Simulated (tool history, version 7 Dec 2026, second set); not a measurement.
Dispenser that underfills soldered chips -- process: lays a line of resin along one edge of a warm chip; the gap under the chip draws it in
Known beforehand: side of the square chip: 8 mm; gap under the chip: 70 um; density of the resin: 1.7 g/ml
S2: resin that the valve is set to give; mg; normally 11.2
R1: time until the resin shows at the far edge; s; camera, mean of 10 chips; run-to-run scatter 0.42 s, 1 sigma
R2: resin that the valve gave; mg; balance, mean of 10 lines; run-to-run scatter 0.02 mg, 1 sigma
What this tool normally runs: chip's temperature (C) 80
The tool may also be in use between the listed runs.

Run 1, day 0: usual settings. Result: R1 32.7 s, R2 11.04 mg.
At day 0.388: new syringe of resin.
Run 2, day 0.479: usual settings. Result: R1 36.1 s, R2 11.02 mg.
At day 0.771: new syringe of resin.
Run 3, day 1.004: usual settings but S2 10.6 mg. Result: R1 46.1 s, R2 10.38 mg.
At day 1.179: new syringe of resin.
Run 4, day 1.454: usual settings but S2 10.6 mg. Result: R1 49 s, R2 10.35 mg.
At day 1.558: new syringe of resin.
At day 1.733: dispensing valve cleaned and set on the balance.
Run 5, day 1.783: usual settings but S2 10.6 mg. Result: R1 42.4 s, R2 10.63 mg.
At day 1.979: new syringe of resin.
Run 6, day 2.321: usual settings. Result: R1 52.2 s, R2 11.15 mg.
At day 2.375: new syringe of resin.
Run 7, day 2.717: usual settings. Result: R1 53.4 s, R2 11.15 mg.
At day 2.775: new syringe of resin.
Run 8, day 3.088: usual settings. Result: R1 50.3 s, R2 11.07 mg.
At day 3.179: new syringe of resin.
Run 9, day 3.408: usual settings but S2 13.8 mg. Result: R1 43.5 s, R2 13.62 mg.
At day 3.575: new syringe of resin.
At day 3.983: new syringe of resin.
Run 10, day 4.008: usual settings but S2 13.8 mg. Result: R1 33.3 s, R2 13.59 mg.
At day 4.375: new syringe of resin.
Run 11, day 4.55: usual settings but S2 13.8 mg. Result: R1 41.1 s, R2 13.55 mg.
At day 4.775: new syringe of resin.
Run 12, day 4.912: usual settings but chip's temperature (C) 72, S2 11.1 mg. Result: R1 50.4 s, R2 10.83 mg.
At day 5.146: dispensing valve cleaned and set on the balance.
At day 5.208: new syringe of resin.
Run 13, day 5.4: usual settings but chip's temperature (C) 72, S2 11.1 mg. Result: R1 54.7 s, R2 11.1 mg.
At day 5.608: new syringe of resin.
Run 14, day 5.783: usual settings but chip's temperature (C) 89, S2 13.3 mg. Result: R1 30.4 s, R2 13.24 mg.
At day 5.992: new syringe of resin.
Run 15, day 6.042: usual settings but chip's temperature (C) 89, S2 13.3 mg. Result: R1 26.1 s, R2 13.22 mg.
At day 6.408: new syringe of resin.
Run 16, day 6.621: usual settings but chip's temperature (C) 68, S2 13.3 mg. Result: R1 65.6 s, R2 13.19 mg.

5 options for the next run, each taken on its own from the tool as it stands now. Forecast them:
At day 6.792: new syringe of resin.
Run A, day 7.042: usual settings but chip's temperature (C) 83, S2 13.5 mg. Result: R1 ?, R2 ?.
At day 6.792: new syringe of resin.
Run B, day 7.042: usual settings but chip's temperature (C) 94, S2 11.9 mg. Result: R1 ?, R2 ?.
At day 6.792: new syringe of resin.
Run C, day 7.042: usual settings but chip's temperature (C) 68, S2 10.2 mg. Result: R1 ?, R2 ?.
At day 6.792: new syringe of resin.
Run D, day 7.042: usual settings but chip's temperature (C) 73, S2 10.7 mg. Result: R1 ?, R2 ?.
At day 6.792: new syringe of resin.
Run E, day 7.042: usual settings but chip's temperature (C) 81, S2 12.9 mg. Result: R1 ?, R2 ?.

run    R1     R2
  A  42.1  13.34
  B  29.9  11.72
  C  72.3  10.11
  D  59.9  10.57
  E  45.7  12.75
What these runs would have given with no unlogged condition in the tool:
run    R1     R2
  A  26.7   13.5
  B  18.9  11.86
  C  45.2  10.23
  D  37.6  10.69
  E    29   12.9

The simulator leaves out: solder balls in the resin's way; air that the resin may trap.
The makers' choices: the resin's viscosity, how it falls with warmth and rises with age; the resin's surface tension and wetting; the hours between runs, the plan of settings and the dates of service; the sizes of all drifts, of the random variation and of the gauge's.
